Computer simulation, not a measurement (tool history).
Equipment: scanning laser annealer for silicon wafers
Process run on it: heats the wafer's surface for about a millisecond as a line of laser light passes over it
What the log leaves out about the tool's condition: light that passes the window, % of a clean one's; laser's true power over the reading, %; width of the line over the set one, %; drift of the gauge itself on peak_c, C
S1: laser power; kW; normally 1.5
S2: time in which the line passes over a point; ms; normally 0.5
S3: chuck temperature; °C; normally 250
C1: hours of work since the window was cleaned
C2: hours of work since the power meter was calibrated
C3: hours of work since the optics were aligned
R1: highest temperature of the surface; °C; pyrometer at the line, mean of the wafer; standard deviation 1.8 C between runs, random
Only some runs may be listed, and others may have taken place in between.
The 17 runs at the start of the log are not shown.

run 18 hour=125.9 | S1=1.437 S2=0.5 S3=250 | C1=21 C2=113 C3=1453 | R1=961
run 19 hour=130.4 | S1=1.326 S2=0.522 S3=251 | C1=25 C2=116 C3=1456 | R1=918
run 20 hour=141.5 | S1=1.5 S2=0.417 S3=235 | C1=33 C2=125 C3=1465 | R1=912
run 21 hour=149.2 | S1=1.406 S2=0.533 S3=248 | C1=39 C2=130 C3=1471 | R1=962
run 22 hour=157.9 | S1=1.333 S2=0.568 S3=224 | C1=46 C2=137 C3=1477 | R1=920
-- hour=164.6 window over the wafer cleaned, once more
run 23 hour=169.8 | S1=1.333 S2=0.568 S3=224 | C1=4 C2=145 C3=1485 | R1=948
run 24 hour=175.9 | S1=1.643 S2=0.581 S3=250 | C1=9 C2=149 C3=1489 | R1=1169
run 25 hour=186.8 | S1=1.368 S2=0.419 S3=288 | C1=17 C2=158 C3=1498 | R1=923
run 26 hour=191.4 | S1=1.588 S2=0.526 S3=266 | C1=21 C2=161 C3=1501 | R1=1107
run 27 hour=196.2 | S1=1.606 S2=0.526 S3=266 | C1=24 C2=165 C3=1505 | R1=1117
run 28 hour=204.6 | S1=1.417 S2=0.528 S3=278 | C1=31 C2=171 C3=1511 | R1=1019
run 29 hour=213.7 | S1=1.594 S2=0.5 S3=250 | C1=38 C2=178 C3=1518 | R1=1070
run 30 hour=221.4 | S1=1.594 S2=0.5 S3=250 | C1=44 C2=184 C3=1524 | R1=1069
run 31 hour=227.2 | S1=1.37 S2=0.421 S3=250 | C1=48 C2=189 C3=1529 | R1=887
run 32 hour=232.2 | S1=1.37 S2=0.421 S3=273 | C1=52 C2=193 C3=1533 | R1=910
run 33 hour=241.7 | S1=1.413 S2=0.549 S3=273 | C1=59 C2=200 C3=1540 | R1=1026
run 34 hour=248.3 | S1=1.5 S2=0.388 S3=250 | C1=64 C2=205 C3=1545 | R1=925
run 35 hour=256.9 | S1=1.375 S2=0.406 S3=222 | C1=71 C2=211 C3=1552 | R1=852

Branching from run 35: 3 alternative next runs. What would each branch give?
run A hour=261.5 | S1=1.375 S2=0.406 S3=275 | C1=74 C2=215 C3=1555 | R1=?
run B hour=261.5 | S1=1.375 S2=0.418 S3=222 | C1=74 C2=215 C3=1555 | R1=?
run C hour=261.5 | S1=1.542 S2=0.406 S3=222 | C1=74 C2=215 C3=1555 | R1=?

run=A R1=902
run=B R1=860
run=C R1=935
Had the tool no hidden state, the same runs would have come out as:
run=A R1=908
run=B R1=866
run=C R1=942

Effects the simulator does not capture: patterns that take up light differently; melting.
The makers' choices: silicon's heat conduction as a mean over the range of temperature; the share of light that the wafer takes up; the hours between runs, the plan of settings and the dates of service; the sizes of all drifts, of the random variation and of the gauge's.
